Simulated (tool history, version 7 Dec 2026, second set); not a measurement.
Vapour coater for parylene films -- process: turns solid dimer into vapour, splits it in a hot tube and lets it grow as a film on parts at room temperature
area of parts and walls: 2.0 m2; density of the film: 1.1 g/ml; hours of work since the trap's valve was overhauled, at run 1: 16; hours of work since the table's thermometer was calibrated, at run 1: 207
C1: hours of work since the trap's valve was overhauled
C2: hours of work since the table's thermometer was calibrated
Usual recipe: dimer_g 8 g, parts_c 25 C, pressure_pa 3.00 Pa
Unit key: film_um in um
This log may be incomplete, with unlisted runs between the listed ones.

Run 1, hour 0.0: usual settings; C1 16; C2 207. Result: film_um 1.88 um.
Run 2, hour 22.7: usual settings; C1 32; C2 224. Result: film_um 1.87 um.
Run 3, hour 42.8: usual settings but dimer_g 4 g; C1 47; C2 239. Result: film_um 0.92 um.
Run 4, hour 63.8: usual settings but dimer_g 4 g; C1 63; C2 255. Result: film_um 0.93 um.
Run 5, hour 84.3: usual settings but dimer_g 4 g; C1 78; C2 270. Result: film_um 0.96 um.
Run 6, hour 96.7: usual settings but dimer_g 4 g, parts_c 19 C; C1 87; C2 279. Result: film_um 1.25 um.
Run 7, hour 117.1: usual settings; C1 102; C2 294. Result: film_um 1.86 um.
Run 8, hour 129.8: usual settings but parts_c 35 C; C1 112; C2 304. Result: film_um 1.18 um.
Run 9, hour 157.0: usual settings but parts_c 35 C, pressure_pa 6.65 Pa; C1 132; C2 324. Result: film_um 1.06 um.
Run 10, hour 175.5: usual settings but parts_c 35 C, pressure_pa 6.65 Pa; C1 146; C2 338. Result: film_um 1.08 um.
Run 11, hour 188.5: usual settings; C1 155; C2 347. Result: film_um 1.82 um.
Run 12, hour 199.8: usual settings; C1 164; C2 356. Result: film_um 1.92 um.
Run 13, hour 221.3: usual settings; C1 180; C2 371. Result: film_um 1.89 um.
Run 14, hour 239.2: usual settings; C1 193; C2 385. Result: film_um 1.89 um.
Run 15, hour 254.8: usual settings but parts_c 24 C, pressure_pa 5.14 Pa; C1 204; C2 396. Result: film_um 1.83 um.
Run 16, hour 269.1: usual settings but parts_c 24 C, pressure_pa 5.14 Pa; C1 215; C2 407. Result: film_um 1.85 um.
Run 17, hour 283.1: usual settings but parts_c 20 C, pressure_pa 4.33 Pa; C1 225; C2 417. Result: film_um 2.29 um.
Run 18, hour 297.0: usual settings but pressure_pa 3.07 Pa; C1 236; C2 428. Result: film_um 1.89 um.
Run 19, hour 314.9: usual settings but dimer_g 4 g, parts_c 32 C, pressure_pa 2.61 Pa; C1 249; C2 441. Result: film_um 0.69 um.
Run 20, hour 333.4: usual settings but parts_c 30 C, pressure_pa 2.29 Pa; C1 263; C2 455. Result: film_um 1.53 um.
Run 21, hour 346.4: usual settings but parts_c 29 C, pressure_pa 5.75 Pa; C1 272; C2 464. Result: film_um 1.41 um.
Run 22, hour 363.8: usual settings but dimer_g 5 g, pressure_pa 10.06 Pa; C1 285; C2 477. Result: film_um 1.00 um.
Run 23, hour 385.8: usual settings but dimer_g 5 g, parts_c 21 C, pressure_pa 10.06 Pa; C1 301; C2 493. Result: film_um 1.20 um.
Run 24, hour 409.6: usual settings but dimer_g 5 g, parts_c 21 C, pressure_pa 10.06 Pa; C1 319; C2 511. Result: film_um 1.24 um.
Run 25, hour 428.6: usual settings but dimer_g 11 g, parts_c 21 C, pressure_pa 2.07 Pa; C1 333; C2 525. Result: film_um 3.25 um.

Forecast each of these 3 alternatives for the next run:
Run A, hour 443.0: usual settings but parts_c 24 C, pressure_pa 3.17 Pa; C1 344; C2 536. Result: film_um ?.
Run B, hour 443.0: usual settings but parts_c 31 C; C1 344; C2 536. Result: film_um ?.
Run C, hour 443.0: usual settings but dimer_g 11 g, parts_c 24 C, pressure_pa 2.07 Pa; C1 344; C2 536. Result: film_um ?.

run  film_um
  A     1.94
  B     1.39
  C     2.81
Stripped of hidden state, with their random variation kept, the same runs would have yielded:
run  film_um
  A     1.94
  B     1.39
  C     2.81
